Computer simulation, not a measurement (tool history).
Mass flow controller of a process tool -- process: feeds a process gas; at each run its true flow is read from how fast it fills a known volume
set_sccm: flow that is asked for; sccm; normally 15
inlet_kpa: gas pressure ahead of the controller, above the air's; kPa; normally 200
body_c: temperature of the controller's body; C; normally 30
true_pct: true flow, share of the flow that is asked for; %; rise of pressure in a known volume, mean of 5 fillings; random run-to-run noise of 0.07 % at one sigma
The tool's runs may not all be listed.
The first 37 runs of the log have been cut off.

run	hour	set_sccm	inlet_kpa	body_c	hours of work since the controller was set to zero	hours of work since the controller was changed	true_pct
38	7874.4	15	158	30	879	7055	96.56
39	8030.2	15	158	30	942	7118	96.44
40	8307.7	15	197	21	1054	7229	97.08
41	8507.8	48	179	21	1134	7310	99.01
42	8766.1	5	155	21	1238	7414	95.91
43	8955.7	50	151	32	1314	7490	98.29
44	9105.9	50	151	27	1374	7550	98.43
45	9349.1	50	151	27	1472	7648	98.3
46	9484.8	16	148	27	1527	7702	96.15
47	9671.4	17	269	20	1602	7777	97.15

5 options for the next run, each taken on its own from the tool as it stands now. Forecast them:
A	9803.8	14	269	25	1655	7831	?
B	9803.8	6	154	34	1655	7831	?
C	9803.8	45	200	30	1655	7831	?
D	9803.8	15	200	22	1655	7831	?
E	9803.8	24	187	26	1655	7831	?

run	true_pct
A	96.72
B	94.96
C	98.09
D	96.44
E	96.8
Without the tool's hidden state the same runs would have given:
run	true_pct
A	98.09
B	96.31
C	99.47
D	97.81
E	98.17

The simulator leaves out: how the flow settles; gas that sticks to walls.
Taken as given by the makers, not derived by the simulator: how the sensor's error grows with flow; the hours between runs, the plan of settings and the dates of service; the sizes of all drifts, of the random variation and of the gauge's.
